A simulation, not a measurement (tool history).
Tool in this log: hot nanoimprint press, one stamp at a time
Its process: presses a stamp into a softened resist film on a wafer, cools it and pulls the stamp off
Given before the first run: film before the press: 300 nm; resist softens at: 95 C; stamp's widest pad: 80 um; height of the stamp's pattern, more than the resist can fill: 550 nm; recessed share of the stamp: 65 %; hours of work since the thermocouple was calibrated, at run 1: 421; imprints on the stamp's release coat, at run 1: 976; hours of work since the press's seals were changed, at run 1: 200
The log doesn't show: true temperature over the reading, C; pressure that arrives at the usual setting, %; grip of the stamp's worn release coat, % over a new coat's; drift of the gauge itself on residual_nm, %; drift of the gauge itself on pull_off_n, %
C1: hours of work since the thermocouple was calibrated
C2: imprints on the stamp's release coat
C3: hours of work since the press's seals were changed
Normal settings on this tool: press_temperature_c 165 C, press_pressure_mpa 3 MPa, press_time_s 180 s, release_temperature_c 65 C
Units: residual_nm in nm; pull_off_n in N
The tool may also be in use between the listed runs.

run 1 hour=0 | press_temperature_c=165 press_pressure_mpa=3 press_time_s=180 release_temperature_c=65 | C1=421 C2=976 C3=200 | residual_nm=144.3 pull_off_n=160
-- hour=34.8 stamp cleaned and given a new release coat
-- hour=80.8 plate thermocouple calibrated
run 2 hour=90.5 | press_temperature_c=165 press_pressure_mpa=3 press_time_s=180 release_temperature_c=65 | C1=7 C2=308 C3=263 | residual_nm=144 pull_off_n=151
run 3 hour=170.5 | press_temperature_c=165 press_pressure_mpa=3 press_time_s=180 release_temperature_c=65 | C1=68 C2=777 C3=324 | residual_nm=145 pull_off_n=157
run 4 hour=227.7 | press_temperature_c=165 press_pressure_mpa=3 press_time_s=180 release_temperature_c=65 | C1=112 C2=1112 C3=367 | residual_nm=144.5 pull_off_n=162
-- hour=240.7 stamp cleaned and given a new release coat
run 5 hour=308.9 | press_temperature_c=165 press_pressure_mpa=3 press_time_s=180 release_temperature_c=65 | C1=169 C2=399 C3=425 | residual_nm=145.5 pull_off_n=153
run 6 hour=392.6 | press_temperature_c=165 press_pressure_mpa=3 press_time_s=239 release_temperature_c=65 | C1=233 C2=889 C3=488 | residual_nm=129.1 pull_off_n=165
-- hour=442.6 stamp cleaned and given a new release coat
run 7 hour=464.4 | press_temperature_c=165 press_pressure_mpa=3 press_time_s=180 release_temperature_c=65 | C1=283 C2=128 C3=539 | residual_nm=144.1 pull_off_n=160
run 8 hour=545.9 | press_temperature_c=165 press_pressure_mpa=3 press_time_s=180 release_temperature_c=65 | C1=346 C2=605 C3=601 | residual_nm=144.8 pull_off_n=164
run 9 hour=596.3 | press_temperature_c=165 press_pressure_mpa=3 press_time_s=207 release_temperature_c=65 | C1=384 C2=900 C3=639 | residual_nm=137.4 pull_off_n=156
-- hour=644.3 stamp cleaned and given a new release coat
run 10 hour=658.1 | press_temperature_c=154 press_pressure_mpa=3 press_time_s=207 release_temperature_c=65 | C1=426 C2=81 C3=682 | residual_nm=191.3 pull_off_n=158
run 11 hour=712.5 | press_temperature_c=165 press_pressure_mpa=3 press_time_s=180 release_temperature_c=65 | C1=468 C2=400 C3=723 | residual_nm=144.6 pull_off_n=157
-- hour=722.5 plate thermocouple calibrated
run 12 hour=777.5 | press_temperature_c=165 press_pressure_mpa=3 press_time_s=180 release_temperature_c=65 | C1=42 C2=763 C3=770 | residual_nm=144.7 pull_off_n=159
run 13 hour=835.5 | press_temperature_c=165 press_pressure_mpa=3 press_time_s=180 release_temperature_c=65 | C1=86 C2=1102 C3=815 | residual_nm=143.8 pull_off_n=163
-- hour=847.4 stamp cleaned and given a new release coat
run 14 hour=897.8 | press_temperature_c=165 press_pressure_mpa=3 press_time_s=180 release_temperature_c=65 | C1=129 C2=295 C3=858 | residual_nm=145.5 pull_off_n=159
run 15 hour=943.5 | press_temperature_c=165 press_pressure_mpa=3 press_time_s=180 release_temperature_c=65 | C1=164 C2=563 C3=892 | residual_nm=144 pull_off_n=152
run 16 hour=1011.7 | press_temperature_c=165 press_pressure_mpa=3 press_time_s=98 release_temperature_c=59 | C1=216 C2=962 C3=944 | residual_nm=179.8 pull_off_n=165
-- hour=1049.4 stamp cleaned and given a new release coat
run 17 hour=1055.6 | press_temperature_c=165 press_pressure_mpa=2.84 press_time_s=155 release_temperature_c=59 | C1=245 C2=37 C3=973 | residual_nm=156.6 pull_off_n=162
run 18 hour=1133.5 | press_temperature_c=170 press_pressure_mpa=3 press_time_s=180 release_temperature_c=50 | C1=304 C2=493 C3=1033 | residual_nm=123.5 pull_off_n=183
run 19 hour=1209.9 | press_temperature_c=170 press_pressure_mpa=3 press_time_s=180 release_temperature_c=50 | C1=363 C2=941 C3=1091 | residual_nm=124.4 pull_off_n=180
-- hour=1247.7 stamp cleaned and given a new release coat
run 20 hour=1257.8 | press_temperature_c=170 press_pressure_mpa=3 press_time_s=180 release_temperature_c=50 | C1=395 C2=59 C3=1123 | residual_nm=123.4 pull_off_n=180
run 21 hour=1308.6 | press_temperature_c=170 press_pressure_mpa=3 press_time_s=180 release_temperature_c=50 | C1=433 C2=356 C3=1162 | residual_nm=124.3 pull_off_n=176
-- hour=1365.1 plate thermocouple calibrated
run 22 hour=1382.1 | press_temperature_c=157 press_pressure_mpa=2.41 press_time_s=154 release_temperature_c=64 | C1=13 C2=770 C3=1215 | residual_nm=204.5 pull_off_n=150
-- hour=1452.3 stamp cleaned and given a new release coat
run 23 hour=1472.4 | press_temperature_c=157 press_pressure_mpa=2.41 press_time_s=154 release_temperature_c=64 | C1=77 C2=118 C3=1280 | residual_nm=204.7 pull_off_n=151
-- hour=1519 press's hydraulic seals changed and the load cell set to zero
run 24 hour=1536.8 | press_temperature_c=155 press_pressure_mpa=3.2 press_time_s=178 release_temperature_c=65 | C1=120 C2=449 C3=14 | residual_nm=191.2 pull_off_n=160
run 25 hour=1571.4 | press_temperature_c=155 press_pressure_mpa=3.2 press_time_s=178 release_temperature_c=65 | C1=147 C2=651 C3=40 | residual_nm=191.7 pull_off_n=158
run 26 hour=1649.7 | press_temperature_c=155 press_pressure_mpa=3.2 press_time_s=178 release_temperature_c=65 | C1=206 C2=1109 C3=100 | residual_nm=191.7 pull_off_n=154
-- hour=1661.1 stamp cleaned and given a new release coat
run 27 hour=1707.1 | press_temperature_c=155 press_pressure_mpa=3.2 press_time_s=178 release_temperature_c=65 | C1=246 C2=270 C3=139 | residual_nm=191.2 pull_off_n=157
run 28 hour=1789.1 | press_temperature_c=155 press_pressure_mpa=3.2 press_time_s=178 release_temperature_c=65 | C1=308 C2=750 C3=201 | residual_nm=190.9 pull_off_n=160

What differs in the tool's unlogged condition from the final listed run ahead of each entry between runs to the first listed run following it?
From run 1 to run 2: stamp cleaned and given a new release coat (hour 34.8); plate thermocouple calibrated (hour 80.8)
  true temperature over the reading, C: -0.07 -> 0.01; pressure that arrives at the usual setting, %: 99.91 -> 99.89; grip of the stamp's worn release coat, % over a new coat's: 1.4 -> 0.4
From run 4 to run 5: stamp cleaned and given a new release coat (hour 240.7)
  true temperature over the reading, C: -0.01 -> -0.02; pressure that arrives at the usual setting, %: 99.85 -> 99.83; grip of the stamp's worn release coat, % over a new coat's: 1.6 -> 0.6
From run 6 to run 7: stamp cleaned and given a new release coat (hour 442.6)
  pressure that arrives at the usual setting, %: 99.8 -> 99.78; grip of the stamp's worn release coat, % over a new coat's: 1.3 -> 0.2
From run 9 to run 10: stamp cleaned and given a new release coat (hour 644.3)
  pressure that arrives at the usual setting, %: 99.75 -> 99.73; grip of the stamp's worn release coat, % over a new coat's: 1.3 -> 0.1
From run 11 to run 12: plate thermocouple calibrated (hour 722.5)
  true temperature over the reading, C: -0.06 -> -0.01; pressure that arrives at the usual setting, %: 99.72 -> 99.7; grip of the stamp's worn release coat, % over a new coat's: 0.6 -> 1.1
From run 13 to run 14: stamp cleaned and given a new release coat (hour 847.4)
  true temperature over the reading, C: -0.02 -> -0.03; pressure that arrives at the usual setting, %: 99.68 -> 99.67; grip of the stamp's worn release coat, % over a new coat's: 1.6 -> 0.4
From run 16 to run 17: stamp cleaned and given a new release coat (hour 1049.4)
  pressure that arrives at the usual setting, %: 99.63 -> 99.62; grip of the stamp's worn release coat, % over a new coat's: 1.4 -> 0.1
From run 19 to run 20: stamp cleaned and given a new release coat (hour 1247.7)
  pressure that arrives at the usual setting, %: 99.58 -> 99.57; grip of the stamp's worn release coat, % over a new coat's: 1.3 -> 0.1
From run 21 to run 22: plate thermocouple calibrated (hour 1365.1)
  true temperature over the reading, C: -0.07 -> 0; pressure that arrives at the usual setting, %: 99.55 -> 99.53; grip of the stamp's worn release coat, % over a new coat's: 0.5 -> 1.1
From run 22 to run 23: stamp cleaned and given a new release coat (hour 1452.3)
  true temperature over the reading, C: 0 -> -0.01; pressure that arrives at the usual setting, %: 99.53 -> 99.5; grip of the stamp's worn release coat, % over a new coat's: 1.1 -> 0.2
From run 23 to run 24: press's hydraulic seals changed and the load cell set to zero (hour 1519)
  true temperature over the reading, C: -0.01 -> -0.02; pressure that arrives at the usual setting, %: 99.5 -> 100.02; grip of the stamp's worn release coat, % over a new coat's: 0.2 -> 0.6
From run 26 to run 27: stamp cleaned and given a new release coat (hour 1661.1)
  true temperature over the reading, C: -0.03 -> -0.04; pressure that arrives at the usual setting, %: 99.99 -> 99.97; grip of the stamp's worn release coat, % over a new coat's: 1.6 -> 0.4
